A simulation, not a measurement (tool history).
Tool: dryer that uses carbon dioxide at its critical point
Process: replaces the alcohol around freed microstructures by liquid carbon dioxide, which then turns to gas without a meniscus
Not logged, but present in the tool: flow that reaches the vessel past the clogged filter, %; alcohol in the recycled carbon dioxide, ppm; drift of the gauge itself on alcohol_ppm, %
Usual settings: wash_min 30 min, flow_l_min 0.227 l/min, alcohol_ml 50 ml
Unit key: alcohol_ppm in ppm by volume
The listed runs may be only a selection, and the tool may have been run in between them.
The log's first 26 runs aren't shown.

run	hour	wash_min	flow_l_min	alcohol_ml	hours of work since the filter was changed	hours of work since the purifier's bed was changed	alcohol_ppm
27	331.9	24	0.227	25	450	638	624
28	349	24	0.227	25	461	648	637
29	357.1	30	0.139	90	466	653	4785
30	373.9	30	0.139	23	476	664	1317
31	387.9	46	0.138	76	485	672	983
32	401.2	40	0.359	25	493	680	121
33	412.8	40	0.271	21	500	688	118
34	423.9	34	0.172	39	507	694	775
35	436	28	0.34	35	514	702	163
36	449.3	30	0.272	50	523	710	292
37	464.8	32	0.227	50	532	720	440
38	475.1	36	0.227	31	539	726	228
39	492.9	32	0.238	58	550	737	436
40	501.3	18	0.227	50	555	742	3121
# hour 509: inlet filter changed
41	512.5	30	0.227	47	2	749	300
42	525.1	46	0.227	89	10	756	152
43	540	46	0.227	89	19	766	144
44	550.4	21	0.227	23	26	772	588
45	558.1	37	0.227	47	30	777	177
46	573.3	36	0.227	35	40	786	175

What if the next run were any one of these 5? Each begins from the tool's condition after run 46:
A	583.3	36	0.181	104	46	792	?
B	583.3	35	0.227	35	46	792	?
C	583.3	28	0.247	56	46	792	?
D	583.3	36	0.316	87	46	792	?
E	583.3	43	0.325	73	46	792	?

run	alcohol_ppm
A	627
B	196
C	323
D	132
E	139
What these runs would have given with no unlogged condition in the tool:
run	alcohol_ppm
A	454
B	60
C	173
D	3
E	8

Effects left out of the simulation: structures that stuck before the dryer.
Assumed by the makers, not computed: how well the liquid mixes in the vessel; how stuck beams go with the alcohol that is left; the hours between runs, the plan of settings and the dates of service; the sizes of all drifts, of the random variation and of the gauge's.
